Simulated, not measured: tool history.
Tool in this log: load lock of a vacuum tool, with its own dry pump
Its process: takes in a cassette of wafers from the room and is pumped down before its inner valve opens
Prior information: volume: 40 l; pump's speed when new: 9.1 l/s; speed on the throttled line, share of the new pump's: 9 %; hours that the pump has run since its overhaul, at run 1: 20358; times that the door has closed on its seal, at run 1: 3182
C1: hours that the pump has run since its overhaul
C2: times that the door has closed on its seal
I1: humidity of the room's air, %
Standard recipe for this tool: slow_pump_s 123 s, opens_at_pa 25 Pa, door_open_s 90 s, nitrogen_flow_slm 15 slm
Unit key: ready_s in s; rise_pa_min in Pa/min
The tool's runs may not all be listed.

run 1 hour=0.0 | slow_pump_s=123 opens_at_pa=25 door_open_s=90 nitrogen_flow_slm=15 | C1=20358 C2=3182 | I1=44.3 | ready_s=148.1 rise_pa_min=0.038
run 2 hour=212.4 | slow_pump_s=123 opens_at_pa=25 door_open_s=90 nitrogen_flow_slm=15 | C1=20571 C2=3523 | I1=47.6 | ready_s=149.8 rise_pa_min=0.040
run 3 hour=374.5 | slow_pump_s=123 opens_at_pa=25 door_open_s=90 nitrogen_flow_slm=15 | C1=20733 C2=3783 | I1=42.1 | ready_s=147.7 rise_pa_min=0.038
run 4 hour=547.9 | slow_pump_s=123 opens_at_pa=25 door_open_s=90 nitrogen_flow_slm=15 | C1=20906 C2=4061 | I1=43.3 | ready_s=149.6 rise_pa_min=0.038
run 5 hour=660.7 | slow_pump_s=123 opens_at_pa=25 door_open_s=90 nitrogen_flow_slm=15 | C1=21019 C2=4241 | I1=42.3 | ready_s=150.7 rise_pa_min=0.035
run 6 hour=802.8 | slow_pump_s=123 opens_at_pa=25 door_open_s=90 nitrogen_flow_slm=15 | C1=21161 C2=4469 | I1=44.4 | ready_s=149.3 rise_pa_min=0.043
run 7 hour=917.7 | slow_pump_s=123 opens_at_pa=25 door_open_s=90 nitrogen_flow_slm=15 | C1=21276 C2=4653 | I1=45.9 | ready_s=147.6 rise_pa_min=0.034
run 8 hour=1044.6 | slow_pump_s=123 opens_at_pa=38 door_open_s=90 nitrogen_flow_slm=15 | C1=21403 C2=4856 | I1=44.1 | ready_s=145.5 rise_pa_min=0.037
run 9 hour=1250.1 | slow_pump_s=123 opens_at_pa=38 door_open_s=90 nitrogen_flow_slm=15 | C1=21609 C2=5186 | I1=45.5 | ready_s=147.1 rise_pa_min=0.044
run 10 hour=1367.7 | slow_pump_s=123 opens_at_pa=38 door_open_s=90 nitrogen_flow_slm=15 | C1=21726 C2=5374 | I1=47.2 | ready_s=146.3 rise_pa_min=0.036
run 11 hour=1466.7 | slow_pump_s=123 opens_at_pa=25 door_open_s=158 nitrogen_flow_slm=15 | C1=21825 C2=5533 | I1=43.6 | ready_s=147.5 rise_pa_min=0.052
run 12 hour=1606.6 | slow_pump_s=123 opens_at_pa=25 door_open_s=158 nitrogen_flow_slm=15 | C1=21965 C2=5757 | I1=43.3 | ready_s=148.3 rise_pa_min=0.049
run 13 hour=1748.9 | slow_pump_s=123 opens_at_pa=25 door_open_s=158 nitrogen_flow_slm=15 | C1=22107 C2=5985 | I1=44.9 | ready_s=150.1 rise_pa_min=0.048
run 14 hour=1914.1 | slow_pump_s=123 opens_at_pa=25 door_open_s=90 nitrogen_flow_slm=15 | C1=22273 C2=6250 | I1=43.1 | ready_s=147.4 rise_pa_min=0.036
-- hour=2088.3 dry pump taken out, an overhauled one fitted
run 15 hour=2115.8 | slow_pump_s=123 opens_at_pa=25 door_open_s=90 nitrogen_flow_slm=15 | C1=28 C2=6564 | I1=47.4 | ready_s=149.7 rise_pa_min=0.041
run 16 hour=2304.1 | slow_pump_s=123 opens_at_pa=25 door_open_s=47 nitrogen_flow_slm=15 | C1=216 C2=6865 | I1=47.7 | ready_s=149.2 rise_pa_min=0.029
run 17 hour=2516.5 | slow_pump_s=123 opens_at_pa=25 door_open_s=47 nitrogen_flow_slm=15 | C1=428 C2=7206 | I1=44.8 | ready_s=148.6 rise_pa_min=0.031
run 18 hour=2675.6 | slow_pump_s=123 opens_at_pa=49 door_open_s=90 nitrogen_flow_slm=10 | C1=587 C2=7461 | I1=46.2 | ready_s=146.2 rise_pa_min=0.043
run 19 hour=2827.4 | slow_pump_s=123 opens_at_pa=41 door_open_s=90 nitrogen_flow_slm=15 | C1=739 C2=7704 | I1=41.7 | ready_s=144.9 rise_pa_min=0.040
run 20 hour=3037.0 | slow_pump_s=123 opens_at_pa=38 door_open_s=83 nitrogen_flow_slm=15 | C1=949 C2=8040 | I1=44.6 | ready_s=147.9 rise_pa_min=0.042
run 21 hour=3180.1 | slow_pump_s=123 opens_at_pa=38 door_open_s=27 nitrogen_flow_slm=16 | C1=1092 C2=8269 | I1=48.4 | ready_s=147.1 rise_pa_min=0.028
run 22 hour=3386.6 | slow_pump_s=123 opens_at_pa=38 door_open_s=27 nitrogen_flow_slm=16 | C1=1298 C2=8600 | I1=44.9 | ready_s=147.9 rise_pa_min=0.021
run 23 hour=3529.9 | slow_pump_s=123 opens_at_pa=38 door_open_s=27 nitrogen_flow_slm=16 | C1=1442 C2=8830 | I1=45.9 | ready_s=146.8 rise_pa_min=0.028
run 24 hour=3678.1 | slow_pump_s=186 opens_at_pa=46 door_open_s=27 nitrogen_flow_slm=38 | C1=1590 C2=9067 | I1=47.2 | ready_s=201.6 rise_pa_min=0.024
run 25 hour=3774.2 | slow_pump_s=186 opens_at_pa=46 door_open_s=27 nitrogen_flow_slm=38 | C1=1686 C2=9221 | I1=47.3 | ready_s=204.3 rise_pa_min=0.017
run 26 hour=3980.3 | slow_pump_s=123 opens_at_pa=25 door_open_s=90 nitrogen_flow_slm=11 | C1=1892 C2=9552 | I1=46.1 | ready_s=149.0 rise_pa_min=0.045
run 27 hour=4184.7 | slow_pump_s=123 opens_at_pa=25 door_open_s=62 nitrogen_flow_slm=17 | C1=2096 C2=9879 | I1=46.6 | ready_s=148.7 rise_pa_min=0.033
run 28 hour=4374.8 | slow_pump_s=123 opens_at_pa=45 door_open_s=110 nitrogen_flow_slm=25 | C1=2287 C2=10184 | I1=42.8 | ready_s=145.0 rise_pa_min=0.031
run 29 hour=4585.3 | slow_pump_s=123 opens_at_pa=45 door_open_s=110 nitrogen_flow_slm=25 | C1=2497 C2=10521 | I1=42.2 | ready_s=146.3 rise_pa_min=0.031
run 30 hour=4728.5 | slow_pump_s=123 opens_at_pa=45 door_open_s=110 nitrogen_flow_slm=25 | C1=2640 C2=10751 | I1=38.7 | ready_s=145.6 rise_pa_min=0.036
run 31 hour=4859.8 | slow_pump_s=62 opens_at_pa=21 door_open_s=90 nitrogen_flow_slm=15 | C1=2772 C2=10961 | I1=43.6 | ready_s=92.9 rise_pa_min=0.045
run 32 hour=5012.7 | slow_pump_s=123 opens_at_pa=18 door_open_s=90 nitrogen_flow_slm=15 | C1=2924 C2=11206 | I1=43.7 | ready_s=151.5 rise_pa_min=0.043
run 33 hour=5130.9 | slow_pump_s=123 opens_at_pa=25 door_open_s=57 nitrogen_flow_slm=12 | C1=3043 C2=11396 | I1=45.0 | ready_s=150.4 rise_pa_min=0.038

Each row is a separate what-if for the run after 33, all from the same tool condition, not one after another. Results?
run A hour=5300.5 | slow_pump_s=78 opens_at_pa=25 door_open_s=199 nitrogen_flow_slm=15 | C1=3212 C2=11667 | I1=45.7 | ready_s=? rise_pa_min=?
run B hour=5300.5 | slow_pump_s=152 opens_at_pa=25 door_open_s=90 nitrogen_flow_slm=15 | C1=3212 C2=11667 | I1=44.8 | ready_s=? rise_pa_min=?
run C hour=5300.5 | slow_pump_s=123 opens_at_pa=25 door_open_s=90 nitrogen_flow_slm=30 | C1=3212 C2=11667 | I1=47.5 | ready_s=? rise_pa_min=?

run=A ready_s=108.3 rise_pa_min=0.055
run=B ready_s=175.5 rise_pa_min=0.040
run=C ready_s=149.8 rise_pa_min=0.029
With no hidden state in the tool, these same runs would have given:
run=A ready_s=108.3 rise_pa_min=0.055
run=B ready_s=175.5 rise_pa_min=0.039
run=C ready_s=149.8 rise_pa_min=0.029
